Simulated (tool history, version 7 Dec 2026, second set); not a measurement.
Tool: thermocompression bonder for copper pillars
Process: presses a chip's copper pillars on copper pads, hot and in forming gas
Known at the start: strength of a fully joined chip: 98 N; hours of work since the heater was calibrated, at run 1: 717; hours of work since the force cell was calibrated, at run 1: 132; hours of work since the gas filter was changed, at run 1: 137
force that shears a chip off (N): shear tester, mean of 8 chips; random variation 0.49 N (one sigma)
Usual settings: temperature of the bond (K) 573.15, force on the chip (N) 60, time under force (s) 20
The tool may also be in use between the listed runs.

run	hour	temperature of the bond (K)	force on the chip (N)	time under force (s)	hours of work since the heater was calibrated	hours of work since the force cell was calibrated	hours of work since the gas filter was changed	force that shears a chip off (N)
1	0	573.15	60	20	717	132	137	51.4
# hour 19.3: forming gas filter changed
2	44.3	573.15	60	20	738	152	12	53.4
3	93.1	573.15	60	55	761	176	35	70.8
4	130.5	573.15	60	20	779	193	53	52.5
5	174.7	573.15	60	20	800	214	74	52.2
6	228.8	578.15	60	20	826	240	99	55.4
7	291.2	578.15	60	20	855	270	129	55.4
8	325.8	578.15	60	20	872	286	145	55.1
# hour 329.4: forming gas filter changed
9	391.7	578.15	60	20	903	317	30	57.6
10	457	573.15	60	20	934	348	61	53.2
11	484.4	573.15	60	20	947	361	74	54.5
12	545.7	573.15	60	20	976	390	103	53.6
13	573.5	573.15	54	20	989	403	116	48.8
14	601.2	573.15	54	20	1002	416	129	50.2
# hour 637.9: forming gas filter changed
15	638.1	573.15	54	20	1019	434	0	51.1
16	680.7	573.15	54	20	1039	454	20	51.7
17	734.7	573.15	54	20	1065	479	46	51.1
18	784.5	573.15	60	20	1089	503	70	54.1
19	839.9	573.15	60	20	1115	529	96	54.3
20	870.6	591.15	60	20	1130	544	110	64.4
21	899	602.15	75	36	1143	557	124	84.7
22	935.8	602.15	75	36	1161	575	141	85
# hour 947.2: forming gas filter changed
23	969.7	602.15	75	36	1176	591	11	88.4
24	1030	593.15	75	44	1205	619	39	85.9
25	1075.3	573.15	66	47	1226	641	61	73.6
26	1109.5	573.15	40	38	1243	657	77	52.5
27	1172.9	603.15	39	38	1273	687	107	68.3
28	1200.1	558.15	63	20	1286	700	120	48.3
29	1230.7	558.15	63	20	1300	715	134	47.9
# hour 1255.4: forming gas filter changed
30	1291.3	558.15	63	20	1329	743	17	49.8
31	1338.2	591.15	65	20	1351	765	39	70.3
32	1371.6	555.15	60	20	1367	781	55	46.4
33	1420.6	594.15	55	23	1390	804	78	66.8
34	1452.4	584.15	38	14	1405	819	93	40.9
35	1487.5	584.15	38	14	1422	836	110	39.5
36	1537.9	584.15	38	14	1446	860	134	40
# hour 1562.8: forming gas filter changed
37	1584.6	584.15	38	14	1468	882	10	41.7
38	1619.5	565.15	83	17	1484	898	27	60.6
39	1666.2	571.15	46	32	1506	921	49	55
40	1710	564.15	46	13	1527	941	70	36.1

3 ways to go on from here, each from the tool as it stands after run 40. What would each give?
A	1753.8	546.15	68	20	1548	962	91	?
B	1753.8	593.15	59	23	1548	962	91	?
C	1753.8	591.15	80	17	1548	962	91	?

run	force that shears a chip off (N)
A	45.7
B	70.4
C	73
Without the tool's hidden state the same runs would have given:
run	force that shears a chip off (N)
A	39
B	64.5
C	67.5
